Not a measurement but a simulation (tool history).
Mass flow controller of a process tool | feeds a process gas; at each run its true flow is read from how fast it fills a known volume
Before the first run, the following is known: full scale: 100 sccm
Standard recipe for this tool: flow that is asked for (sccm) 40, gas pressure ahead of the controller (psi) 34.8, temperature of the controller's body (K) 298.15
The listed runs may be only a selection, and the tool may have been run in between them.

| run | hour | flow that is asked for (sccm) | gas pressure ahead of the controller (psi) | temperature of the controller's body (K) | true flow (%) |
|---|---|---|---|---|---|
| 1 | 0.0 | 40 | 34.8 | 298.15 | 101.63 |
|  | 32.0 | controller exchanged for a calibrated one |
| 2 | 65.6 | 17 | 34.8 | 298.15 | 98.87 |
| 3 | 158.3 | 17 | 34.8 | 298.15 | 98.81 |
| 4 | 263.1 | 38 | 34.8 | 298.15 | 99.21 |
| 5 | 351.2 | 40 | 34.8 | 298.15 | 99.18 |
| 6 | 437.8 | 40 | 34.8 | 298.15 | 99.20 |
| 7 | 545.3 | 40 | 34.8 | 298.15 | 99.27 |
| 8 | 646.4 | 40 | 34.8 | 298.15 | 99.24 |
| 9 | 764.4 | 40 | 34.8 | 298.15 | 99.42 |
| 10 | 884.5 | 40 | 34.8 | 296.15 | 99.43 |
| 11 | 1005.1 | 10 | 34.8 | 298.15 | 98.29 |
| 12 | 1140.8 | 10 | 34.8 | 298.15 | 98.33 |
| 13 | 1240.3 | 10 | 34.8 | 298.15 | 98.44 |
| 14 | 1305.0 | 10 | 34.8 | 298.15 | 98.35 |
| 15 | 1376.9 | 10 | 34.8 | 298.15 | 98.28 |
| 16 | 1481.4 | 40 | 34.8 | 301.15 | 99.46 |
| 17 | 1587.2 | 40 | 34.8 | 301.15 | 99.56 |
| 18 | 1676.5 | 40 | 34.8 | 301.15 | 99.59 |
| 19 | 1791.1 | 40 | 32.8 | 298.15 | 99.76 |
| 20 | 1862.2 | 40 | 32.8 | 298.15 | 99.97 |
| 21 | 1969.9 | 40 | 21.8 | 298.15 | 100.46 |
| 22 | 2060.8 | 40 | 21.8 | 297.15 | 100.42 |
| 23 | 2212.6 | 40 | 21.8 | 297.15 | 100.41 |
| 24 | 2358.2 | 40 | 21.8 | 297.15 | 100.50 |
| 25 | 2472.2 | 40 | 21.8 | 299.15 | 100.49 |
| 26 | 2567.5 | 14 | 24.9 | 302.15 | 98.72 |
| 27 | 2708.1 | 39 | 34.8 | 304.15 | 99.73 |
| 28 | 2772.3 | 13 | 39.6 | 310.15 | 97.59 |
| 29 | 2904.2 | 74 | 33.8 | 304.15 | 100.39 |
| 30 | 2967.9 | 74 | 33.8 | 304.15 | 100.47 |
| 31 | 3112.2 | 69 | 37.0 | 302.15 | 100.45 |
| 32 | 3224.4 | 64 | 35.4 | 307.15 | 100.08 |
| 33 | 3327.5 | 85 | 32.9 | 298.15 | 101.21 |
| 34 | 3389.2 | 18 | 34.8 | 298.15 | 99.25 |
| 35 | 3539.2 | 44 | 30.5 | 296.15 | 100.91 |
| 36 | 3677.6 | 59 | 33.6 | 296.15 | 101.04 |
| 37 | 3753.9 | 40 | 34.8 | 301.15 | 100.31 |
| 38 | 3825.5 | 49 | 37.1 | 309.15 | 99.94 |
| 39 | 3973.1 | 49 | 37.1 | 309.15 | 100.02 |
| 40 | 4112.4 | 40 | 34.8 | 294.15 | 100.88 |
| 41 | 4194.8 | 40 | 34.8 | 294.15 | 100.87 |
| 42 | 4278.9 | 40 | 34.8 | 294.15 | 100.99 |
| 43 | 4354.9 | 14 | 21.5 | 311.15 | 98.34 |
| 44 | 4462.2 | 14 | 21.5 | 311.15 | 98.47 |
| 45 | 4562.7 | 40 | 27.6 | 298.15 | 100.97 |
| 46 | 4637.9 | 40 | 25.5 | 306.15 | 100.81 |
| 47 | 4760.9 | 58 | 20.9 | 294.15 | 102.21 |

Below are 4 alternative next runs, each starting from the tool's condition after run 47. Predict each:
| A | 4844.9 | 18 | 37.1 | 298.15 | ? |
| B | 4844.9 | 58 | 32.5 | 294.15 | ? |
| C | 4844.9 | 22 | 27.8 | 304.15 | ? |
| D | 4844.9 | 12 | 34.8 | 298.15 | ? |

| run | true flow (%) |
|---|---|
| A | 99.29 |
| B | 101.76 |
| C | 99.86 |
| D | 97.96 |
Take away the tool's hidden state, keep each run's random variation, and the runs would have read:
| run | true flow (%) |
|---|---|
| A | 99.17 |
| B | 99.85 |
| C | 99.27 |
| D | 99.14 |
